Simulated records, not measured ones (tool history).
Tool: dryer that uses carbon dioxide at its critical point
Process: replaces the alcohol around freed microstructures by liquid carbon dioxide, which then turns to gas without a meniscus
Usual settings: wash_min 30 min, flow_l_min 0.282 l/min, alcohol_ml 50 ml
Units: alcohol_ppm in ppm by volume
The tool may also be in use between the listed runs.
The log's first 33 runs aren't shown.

run	hour	wash_min	flow_l_min	alcohol_ml	hours of work since the filter was changed	hours of work since the purifier's bed was changed	alcohol_ppm
34	324.6	36	0.268	85	475	381	179
35	332.1	39	0.362	39	479	385	68
36	344.2	19	0.362	84	485	391	871
37	355.2	30	0.205	63	491	397	1045
38	363.5	21	0.205	68	495	401	3855
39	371	30	0.282	45	499	405	207
40	384.2	30	0.282	45	506	412	206
41	391	19	0.429	23	509	415	150
42	399	19	0.209	21	514	419	1571
43	409	30	0.318	51	519	424	148
# hour 411.8: inlet filter changed
44	415.8	22	0.282	85	2	427	808
45	428.7	22	0.282	85	9	434	810
46	441.6	36	0.209	33	15	441	161

3 ways to go on from here, each from the tool as it stands after run 46. What would each give?
A	451.4	19	0.315	50	20	446	?
B	451.4	27	0.282	50	20	446	?
C	451.4	33	0.24	21	20	446	?

run	alcohol_ppm
A	590
B	212
C	114
Without the tool's hidden state the same runs would have given:
run	alcohol_ppm
A	519
B	151
C	56
